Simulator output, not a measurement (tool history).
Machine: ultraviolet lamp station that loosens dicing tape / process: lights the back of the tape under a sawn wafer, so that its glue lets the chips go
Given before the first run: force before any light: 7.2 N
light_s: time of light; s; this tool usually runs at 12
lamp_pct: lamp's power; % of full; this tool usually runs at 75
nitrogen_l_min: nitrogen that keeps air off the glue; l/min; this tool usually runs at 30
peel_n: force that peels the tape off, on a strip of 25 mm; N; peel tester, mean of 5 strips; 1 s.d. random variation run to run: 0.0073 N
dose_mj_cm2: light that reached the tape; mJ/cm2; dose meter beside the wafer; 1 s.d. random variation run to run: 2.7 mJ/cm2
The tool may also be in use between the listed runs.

run,hour,light_s,lamp_pct,nitrogen_l_min,peel_n,dose_mj_cm2
1,0.0,12,75,30,0.263,371
2,12.1,12,75,30,0.256,369
3,34.8,12,75,30,0.267,373
4,50.2,12,75,30,0.271,370
5,64.6,12,75,30,0.260,367
6,75.9,12,75,30,0.268,367
7,99.1,12,75,30,0.258,369
8,117.6,12,75,30,0.264,367
9,133.5,12,70,30,0.318,346
10,154.7,19,84,16,0.119,654
11,165.3,19,84,16,0.122,656
12,181.5,9,69,30,0.664,258
13,205.6,9,69,10,1.532,255
14,224.4,13,75,15,0.423,399
15,235.5,6,65,23,1.895,162
16,251.2,12,75,19,0.423,369
17,269.9,12,75,19,0.421,370

Each row is a separate what-if for the run after 17, all from the same tool condition, not one after another. Results?
A,287.7,8,75,19,?,?
B,287.7,12,73,52,?,?
C,287.7,9,87,19,?,?
D,287.7,20,75,19,?,?
E,287.7,13,89,9,?,?

run,peel_n,dose_mj_cm2
A,1.020,244
B,0.175,354
C,0.596,322
D,0.121,612
E,0.485,470
What these runs would have given with no unlogged condition in the tool:
run,peel_n,dose_mj_cm2
A,1.016,245
B,0.175,355
C,0.593,323
D,0.121,614
E,0.483,471

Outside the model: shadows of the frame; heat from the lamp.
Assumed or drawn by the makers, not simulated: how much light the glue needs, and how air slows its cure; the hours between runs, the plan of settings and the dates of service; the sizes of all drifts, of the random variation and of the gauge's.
